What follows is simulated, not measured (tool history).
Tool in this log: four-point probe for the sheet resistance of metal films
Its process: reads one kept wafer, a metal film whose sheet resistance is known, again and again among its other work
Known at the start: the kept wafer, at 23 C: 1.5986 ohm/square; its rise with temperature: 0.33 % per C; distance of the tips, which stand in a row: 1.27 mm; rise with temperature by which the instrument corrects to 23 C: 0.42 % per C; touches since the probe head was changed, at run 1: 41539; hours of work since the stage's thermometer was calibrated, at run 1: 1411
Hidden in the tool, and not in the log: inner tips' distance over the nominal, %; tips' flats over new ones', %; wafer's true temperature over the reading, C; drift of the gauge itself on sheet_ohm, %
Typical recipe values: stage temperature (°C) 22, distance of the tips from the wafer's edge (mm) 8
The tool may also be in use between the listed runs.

run    hour  stage temperature (°C)  distance of the tips from the wafer's edge (mm)  touches since the probe head was changed  hours of work since the stage's thermometer was calibrated  sheet resistance as the instrument gives it (ohm/square)
  1       0                      22                                                8                                     41539                                                        1411                                                  1.617518
  2    32.6                      22                                               29                                     42175                                                        1434                                                  1.598075
  3    77.1                      26                                               29                                     43043                                                        1464                                                  1.591997
  4   135.8                      22                                                8                                     44185                                                        1504                                                  1.617439
  5   178.2                      22                                                8                                     45013                                                        1533                                                   1.61689
  6   235.2                      22                                                8                                     46123                                                        1572                                                  1.617239
  7   282.6                      22                                                8                                     47048                                                        1604                                                  1.616538
  8   319.1                      22                                                8                                     47759                                                        1629                                                  1.616453
  9   361.5                      22                                                8                                     48585                                                        1658                                                  1.616344
 10   399.2                      22                                                8                                     49320                                                        1684                                                  1.616995
 11   433.7                      22                                                8                                     49992                                                        1707                                                  1.616758
 12   481.9                      22                                                8                                     50932                                                        1740                                                  1.616474
 13   537.7                      22                                                8                                     52020                                                        1778                                                  1.616387
 14   592.6                      22                                                8                                     53090                                                        1816                                                  1.616421
 15     624                      22                                                8                                     53701                                                        1837                                                  1.615604
      632.8  -- stage's thermometer calibrated
 16   656.1                      22                                                8                                     54318                                                          16                                                  1.617829
 17   702.9                      22                                                8                                     55230                                                          48                                                  1.618297
 18   758.1                      22                                                8                                     56305                                                          85                                                  1.617664
 19   814.3                      20                                               11                                     57400                                                         124                                                  1.610912
 20   853.5                      21                                               41                                     58165                                                         151                                                  1.599151
 21   891.4                      34                                               12                                     58904                                                         176                                                  1.588895
 22   951.3                      24                                               48                                     60070                                                         217                                                  1.593544
 23  1010.6                      20                                                5                                     61227                                                         258                                                  1.652099
 24  1054.8                      31                                               59                                     62088                                                         288                                                  1.583475
 25  1085.4                      24                                               49                                     62684                                                         309                                                  1.593768
 26  1143.9                      25                                               48                                     63825                                                         349                                                   1.59114
 27  1197.1                      21                                               55                                     64861                                                         385                                                  1.597831

Below are 3 alternative next runs, each starting from the tool's condition after run 27. Predict each:
  A  1226.3                      26                                                7                                     65431                                                         405                                                         ?
  B  1226.3                      27                                                4                                     65431                                                         405                                                         ?
  C  1226.3                      21                                               11                                     65431                                                         405                                                         ?

run  sheet resistance as the instrument gives it (ohm/square)
  A                                                  1.617339
  B                                                  1.670452
  C                                                  1.608148
Without the tool's hidden state the same runs would have given:
run  sheet resistance as the instrument gives it (ohm/square)
  A                                                  1.622124
  B                                                  1.675379
  C                                                  1.612918

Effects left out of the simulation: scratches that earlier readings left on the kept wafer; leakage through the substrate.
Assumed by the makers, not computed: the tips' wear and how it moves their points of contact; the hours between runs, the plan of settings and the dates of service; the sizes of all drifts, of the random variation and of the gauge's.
